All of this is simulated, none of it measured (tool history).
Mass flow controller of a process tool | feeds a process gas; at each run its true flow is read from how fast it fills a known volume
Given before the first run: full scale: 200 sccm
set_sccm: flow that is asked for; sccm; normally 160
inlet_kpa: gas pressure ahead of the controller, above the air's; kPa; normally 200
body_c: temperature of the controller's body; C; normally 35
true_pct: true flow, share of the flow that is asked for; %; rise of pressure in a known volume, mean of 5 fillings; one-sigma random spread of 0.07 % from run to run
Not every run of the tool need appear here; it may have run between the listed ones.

Run 1, day 0.000: usual settings. Result: true_pct 99.43 %.
Run 2, day 6.992: usual settings but set_sccm 147 sccm. Result: true_pct 99.23 %.
Run 3, day 21.296: usual settings. Result: true_pct 99.39 %.
Run 4, day 31.121: usual settings. Result: true_pct 99.42 %.
Run 5, day 40.621: usual settings. Result: true_pct 99.46 %.
Run 6, day 47.825: usual settings. Result: true_pct 99.39 %.
Run 7, day 55.650: usual settings. Result: true_pct 99.32 %.

The next listed run, before its measurement:
Run 8, day 65.783: usual settings. Result: true_pct ?.

Run 8 measured true_pct 99.39 %.
Had the tool carried no hidden state, the very same run would have given true_pct 99.19 %.
